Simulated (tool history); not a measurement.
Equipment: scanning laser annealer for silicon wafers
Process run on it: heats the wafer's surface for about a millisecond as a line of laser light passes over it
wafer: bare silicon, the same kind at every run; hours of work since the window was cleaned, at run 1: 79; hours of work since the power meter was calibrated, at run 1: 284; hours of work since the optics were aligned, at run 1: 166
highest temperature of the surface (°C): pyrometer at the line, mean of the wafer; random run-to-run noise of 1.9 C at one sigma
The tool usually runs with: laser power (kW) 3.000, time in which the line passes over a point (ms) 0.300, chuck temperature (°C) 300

run     day  laser power (kW)  time in which the line passes over a point (ms)  chuck temperature (°C)  hours of work since the window was cleaned  hours of work since the power meter was calibrated  hours of work since the optics were aligned  highest temperature of the surface (°C)
  1   0.000             3.000                                            0.300                     300                                          79                                                 284                                          166                                     1133
  2   1.658             3.000                                            0.232                     300                                          96                                                 301                                          184                                     1027
  3   3.258             3.000                                            0.251                     300                                         113                                                 318                                          200                                     1050
  4   4.733             3.074                                            0.251                     300                                         128                                                 333                                          216                                     1075
  5   6.517             3.074                                            0.251                     300                                         147                                                 352                                          234                                     1071
  6   7.629             3.000                                            0.300                     300                                         158                                                 363                                          246                                     1123
  7   8.854             3.000                                            0.300                     300                                         171                                                 376                                          259                                     1122
  8  10.946             3.000                                            0.300                     300                                         193                                                 398                                          281                                     1122
  9  12.358             3.000                                            0.300                     292                                         208                                                 413                                          295                                     1111
 10  13.912             3.000                                            0.300                     292                                         224                                                 429                                          312                                     1107
 11  16.083             3.000                                            0.300                     292                                         247                                                 451                                          334                                     1107
 12  18.250             3.000                                            0.300                     300                                         269                                                 474                                          357                                     1109
     18.625  -- optics aligned, line set to its width
 13  20.142             3.000                                            0.285                     300                                         287                                                 492                                           16                                     1090
 14  21.471             3.000                                            0.285                     300                                         301                                                 505                                           30                                     1090
 15  23.496             3.000                                            0.285                     300                                         322                                                 527                                           51                                     1086
 16  24.933             3.000                                            0.365                     300                                         337                                                 542                                           66                                     1188
 17  26.421             3.000                                            0.365                     300                                         352                                                 557                                           81                                     1187
 18  28.004             3.000                                            0.300                     300                                         369                                                 574                                           98                                     1099
 19  30.075             3.000                                            0.300                     300                                         390                                                 595                                          119                                     1097
     30.908  -- optics aligned, line set to its width, once more
 20  33.021             3.000                                            0.300                     300                                         419                                                 624                                           22                                     1099
 21  34.371             3.000                                            0.300                     300                                         433                                                 638                                           36                                     1097
 22  35.671             3.000                                            0.333                     297                                         447                                                 651                                           50                                     1133
     36.567  -- window over the wafer cleaned
 23  36.979             3.236                                            0.300                     294                                           4                                                 664                                           62                                     1203
 24  39.471             3.236                                            0.217                     338                                          30                                                 690                                           88                                     1109
 25  41.754             3.038                                            0.300                     336                                          54                                                 714                                          112                                     1179
 26  43.883             3.038                                            0.257                     337                                          76                                                 736                                          134                                     1115
 27  46.575             2.856                                            0.334                     288                                         104                                                 764                                          163                                     1117
 28  49.054             2.964                                            0.334                     284                                         130                                                 790                                          188                                     1143
 29  50.462             3.000                                            0.267                     300                                         145                                                 805                                          203                                     1071
 30  52.946             3.000                                            0.267                     300                                         171                                                 831                                          229                                     1072
 31  54.562             3.000                                            0.267                     300                                         188                                                 848                                          246                                     1073
 32  56.275             3.000                                            0.267                     300                                         206                                                 865                                          264                                     1067
 33  57.583             3.000                                            0.267                     300                                         219                                                 879                                          277                                     1065
 34  60.117             3.000                                            0.267                     300                                         246                                                 906                                          304                                     1062
 35  61.512             3.000                                            0.225                     266                                         260                                                 920                                          318                                      962
 36  63.642             3.000                                            0.225                     266                                         282                                                 942                                          341                                      964
 37  65.975             3.269                                            0.308                     265                                         307                                                 967                                          365                                     1165
 38  68.192             3.269                                            0.308                     265                                         330                                                 990                                          388                                     1160
 39  70.183             3.269                                            0.308                     265                                         351                                                1011                                          409                                     1157
 40  72.900             2.964                                            0.214                     333                                         379                                                1039                                          437                                      994
 41  75.646             2.560                                            0.300                     284                                         408                                                1068                                          466                                      954

What would each run have given without the hidden state, its run-to-run variation left as it was?
What the log doesn't record here: light that passes the window, % of a clean one's; laser's true power over the reading, %; width of the line over the set one, %; drift of the gauge itself on peak_c, C.
run  highest temperature of the surface (°C)
  1                                     1144
  2                                     1038
  3                                     1063
  4                                     1091
  5                                     1088
  6                                     1143
  7                                     1143
  8                                     1145
  9                                     1136
 10                                     1134
 11                                     1135
 12                                     1140
 13                                     1122
 14                                     1124
 15                                     1121
 16                                     1231
 17                                     1231
 18                                     1140
 19                                     1141
 20                                     1144
 21                                     1143
 22                                     1183
 23                                     1211
 24                                     1117
 25                                     1190
 26                                     1128
 27                                     1134
 28                                     1164
 29                                     1090
 30                                     1095
 31                                     1097
 32                                     1093
 33                                     1092
 34                                     1092
 35                                      991
 36                                      995
 37                                     1207
 38                                     1204
 39                                     1204
 40                                     1031
 41                                      994

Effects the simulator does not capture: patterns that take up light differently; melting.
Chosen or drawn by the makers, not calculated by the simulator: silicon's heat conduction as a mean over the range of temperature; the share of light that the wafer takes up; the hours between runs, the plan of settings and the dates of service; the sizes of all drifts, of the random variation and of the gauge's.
